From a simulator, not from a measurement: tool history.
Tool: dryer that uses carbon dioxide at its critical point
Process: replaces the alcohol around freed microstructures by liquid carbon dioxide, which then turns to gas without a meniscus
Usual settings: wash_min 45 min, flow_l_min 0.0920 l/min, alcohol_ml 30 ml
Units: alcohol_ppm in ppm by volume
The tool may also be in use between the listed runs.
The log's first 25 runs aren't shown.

| run | hour | wash_min | flow_l_min | alcohol_ml | alcohol_ppm |
|---|---|---|---|---|---|
| 26 | 175.7 | 35 | 0.1044 | 32 | 176 |
| 27 | 183.4 | 40 | 0.0719 | 34 | 587 |
| 28 | 191.3 | 43 | 0.1093 | 107 | 115 |
| 29 | 201.4 | 59 | 0.0845 | 107 | 92 |
| 30 | 207.4 | 47 | 0.0920 | 30 | 86 |
| 31 | 217.0 | 47 | 0.0920 | 30 | 73 |
| 32 | 226.6 | 47 | 0.0920 | 30 | 76 |
| 33 | 230.7 | 47 | 0.0920 | 30 | 84 |
| 34 | 240.5 | 48 | 0.0985 | 27 | 60 |
| 35 | 245.9 | 46 | 0.0950 | 45 | 97 |
| 36 | 253.2 | 45 | 0.1097 | 49 | 64 |
| 37 | 261.3 | 36 | 0.1404 | 25 | 61 |
| 38 | 265.8 | 33 | 0.0920 | 30 | 427 |
| 39 | 274.6 | 34 | 0.0920 | 38 | 458 |
| 40 | 279.9 | 34 | 0.0920 | 38 | 472 |
| 41 | 286.5 | 34 | 0.0920 | 38 | 474 |
| 42 | 291.5 | 63 | 0.0920 | 81 | 49 |
| 43 | 300.8 | 53 | 0.0738 | 34 | 147 |
| 44 | 306.9 | 53 | 0.0738 | 22 | 109 |
| 45 | 312.9 | 43 | 0.0920 | 30 | 125 |
| 46 | 322.6 | 54 | 0.0920 | 23 | 56 |
| 47 | 332.4 | 54 | 0.0629 | 23 | 222 |

Forecast each of these 3 alternatives for the next run:
| A | 342.0 | 43 | 0.0629 | 22 | ? |
| B | 342.0 | 45 | 0.0920 | 74 | ? |
| C | 342.0 | 54 | 0.0629 | 20 | ? |

| run | alcohol_ppm |
|---|---|
| A | 563 |
| B | 206 |
| C | 199 |
Without the tool's hidden state the same runs would have given:
| run | alcohol_ppm |
|---|---|
| A | 414 |
| B | 118 |
| C | 120 |
